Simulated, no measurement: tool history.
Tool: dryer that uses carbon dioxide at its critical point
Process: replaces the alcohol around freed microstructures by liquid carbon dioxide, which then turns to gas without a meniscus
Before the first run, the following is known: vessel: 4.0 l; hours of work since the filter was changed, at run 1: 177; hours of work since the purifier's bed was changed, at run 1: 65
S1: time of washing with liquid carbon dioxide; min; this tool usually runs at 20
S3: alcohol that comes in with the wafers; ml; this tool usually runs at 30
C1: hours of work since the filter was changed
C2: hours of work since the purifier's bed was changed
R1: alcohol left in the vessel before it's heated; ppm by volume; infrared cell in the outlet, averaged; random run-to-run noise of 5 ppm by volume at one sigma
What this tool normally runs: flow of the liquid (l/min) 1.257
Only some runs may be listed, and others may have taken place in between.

run 1 hour=0 | S1=20 flow_of_the_liquid_(l/min)=1.257 S3=30 | C1=177 C2=65 | R1=54
run 2 hour=18.8 | S1=20 flow_of_the_liquid_(l/min)=1.257 S3=30 | C1=190 C2=78 | R1=62
run 3 hour=26.7 | S1=20 flow_of_the_liquid_(l/min)=1.257 S3=49 | C1=195 C2=84 | R1=80
run 4 hour=45.7 | S1=20 flow_of_the_liquid_(l/min)=1.257 S3=49 | C1=208 C2=97 | R1=91
run 5 hour=57.9 | S1=20 flow_of_the_liquid_(l/min)=1.257 S3=30 | C1=217 C2=105 | R1=78
run 6 hour=70.1 | S1=20 flow_of_the_liquid_(l/min)=1.37 S3=69 | C1=225 C2=114 | R1=88

Run 7 has not been measured yet. What should we expect?
run 7 hour=78.4 | S1=23 flow_of_the_liquid_(l/min)=2.06 S3=62 | C1=231 C2=120 | R1=?

{"run 7": {"R1": 64}}
Minus the tool's unlogged condition, the same run would have read R1 11 ppm by volume.
